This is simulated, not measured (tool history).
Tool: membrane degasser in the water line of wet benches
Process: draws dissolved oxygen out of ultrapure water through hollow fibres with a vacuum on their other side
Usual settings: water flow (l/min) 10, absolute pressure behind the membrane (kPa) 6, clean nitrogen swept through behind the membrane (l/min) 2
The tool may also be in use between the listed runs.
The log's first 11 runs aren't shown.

run	hour	water flow (l/min)	absolute pressure behind the membrane (kPa)	clean nitrogen swept through behind the membrane (l/min)	dissolved oxygen in the water behind the degasser (ppb)	pressure that the water loses in the fibres (kPa)
12	2458.4	7	6	2	25.7	43.35
13	2657	7	6	2	25.9	43.17
14	2828.1	10	3.75	2	14.9	61.99
15	3087.9	10	3.75	2	15	62.35
16	3288.3	10	6	2	43.1	62.3
# hour 3357: seals of the vacuum lines changed
17	3603.5	13	6	2	74.6	80.78
18	3815	13	13.75	4.71	101.7	80.78
19	4135.4	13	13.75	4.71	102.2	81.04
20	4380.8	8	10.66	2.66	58.1	49.87
21	4598.7	14	14.42	4.09	133.9	87.59
22	4871.2	6	3.68	2.01	5	37.69
23	5068	10	7.74	1.81	71.9	62.66
24	5248.9	8	6	5.04	14.1	50.3
25	5532.9	8	6	5.04	14.2	50.23
26	5708.9	8	6	5.04	14.3	50.39
27	6008.4	8	6	4.64	15.5	50.3
28	6185.5	11	4.96	1.76	44.7	69.27
29	6394.9	11	10.76	1.76	132.7	69.14
30	6619.5	10	6.21	4.92	25.3	63.02
31	6927.9	9	14.9	2.72	104.1	56.57

Forecast each of these 4 alternatives for the next run:
A	7104.2	12	7.32	2.72	?	?
B	7104.2	6	13.11	2	?	?
C	7104.2	6	12.78	4.72	?	?
D	7104.2	13	8.44	3.18	?	?

run	dissolved oxygen in the water behind the degasser (ppb)	pressure that the water loses in the fibres (kPa)
A	70.5	76.19
B	77.9	37.97
C	32.5	38.05
D	86.8	82.15
Without the tool's hidden state the same runs would have given:
run	dissolved oxygen in the water behind the degasser (ppb)	pressure that the water loses in the fibres (kPa)
A	62.6	73.53
B	73.4	36.65
C	30.5	36.73
D	77.7	79.28
